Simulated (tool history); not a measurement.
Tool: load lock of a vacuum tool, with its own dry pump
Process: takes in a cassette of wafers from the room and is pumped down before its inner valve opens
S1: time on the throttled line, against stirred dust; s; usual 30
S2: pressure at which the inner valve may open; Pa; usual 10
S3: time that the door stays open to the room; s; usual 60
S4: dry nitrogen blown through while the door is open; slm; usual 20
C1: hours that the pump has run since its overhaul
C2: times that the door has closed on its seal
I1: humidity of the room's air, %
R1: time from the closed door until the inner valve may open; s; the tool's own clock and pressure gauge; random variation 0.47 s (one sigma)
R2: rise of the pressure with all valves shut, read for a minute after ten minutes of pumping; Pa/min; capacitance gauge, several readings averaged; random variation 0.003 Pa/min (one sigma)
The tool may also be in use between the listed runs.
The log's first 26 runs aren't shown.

Run 27, hour 3683.6: usual settings but S1 19 s, S2 16 Pa, S3 27 s, S4 29 slm; C1 6575; C2 9213; I1 46.5. Result: R1 51.8 s, R2 0.098 Pa/min.
Run 28, hour 3786.6: usual settings but S1 57 s, S2 16 Pa, S3 27 s, S4 17 slm; C1 6678; C2 9333; I1 50.0. Result: R1 79.7 s, R2 0.106 Pa/min.
Run 29, hour 3966.4: usual settings but S1 57 s, S2 16 Pa, S3 27 s, S4 17 slm; C1 6858; C2 9544; I1 49.0. Result: R1 78.7 s, R2 0.106 Pa/min.
Run 30, hour 4079.8: usual settings but S2 11 Pa, S4 10 slm; C1 6972; C2 9677; I1 47.3. Result: R1 61.3 s, R2 0.124 Pa/min.
Run 31, hour 4240.5: usual settings but S1 56 s, S3 34 s; C1 7132; C2 9866; I1 45.1. Result: R1 80.6 s, R2 0.118 Pa/min.
Run 32, hour 4374.8: usual settings but S1 56 s, S2 20 Pa, S3 117 s, S4 9 slm; C1 7267; C2 10024; I1 47.0. Result: R1 76.2 s, R2 0.136 Pa/min.
Run 33, hour 4517.0: usual settings but S1 36 s, S2 18 Pa, S3 48 s, S4 5 slm; C1 7409; C2 10190; I1 45.0. Result: R1 63.3 s, R2 0.129 Pa/min.
Run 34, hour 4687.7: usual settings but S1 20 s, S2 15 Pa, S3 64 s, S4 7 slm; C1 7579; C2 10391; I1 45.5. Result: R1 53.4 s, R2 0.133 Pa/min.
Run 35, hour 4823.9: usual settings but S2 11 Pa; C1 7716; C2 10550; I1 43.2. Result: R1 61.5 s, R2 0.131 Pa/min.
Run 36, hour 4961.0: usual settings but S2 11 Pa; C1 7853; C2 10711; I1 45.1. Result: R1 62.6 s, R2 0.125 Pa/min.
Run 37, hour 5170.5: usual settings but S2 11 Pa; C1 8062; C2 10957; I1 46.4. Result: R1 62.3 s, R2 0.133 Pa/min.

Forecast each of these 4 alternatives for the next run:
Run A, hour 5373.3: usual settings but S2 7 Pa, S3 26 s; C1 8265; C2 11195; I1 46.4. Result: R1 ?, R2 ?.
Run B, hour 5373.3: usual settings but S1 58 s, S4 12 slm; C1 8265; C2 11195; I1 48.0. Result: R1 ?, R2 ?.
Run C, hour 5373.3: usual settings but S1 52 s, S2 9 Pa; C1 8265; C2 11195; I1 44.0. Result: R1 ?, R2 ?.
Run D, hour 5373.3: usual settings but S2 11 Pa, S4 32 slm; C1 8265; C2 11195; I1 47.4. Result: R1 ?, R2 ?.

run    R1     R2
  A  64.5  0.128
  B  81.1  0.143
  C  77.5  0.134
  D  62.4  0.127
Without the tool's hidden state the same runs would have given:
run    R1     R2
  A  61.3  0.026
  B  78.9  0.042
  C  75.1  0.033
  D  59.5  0.026
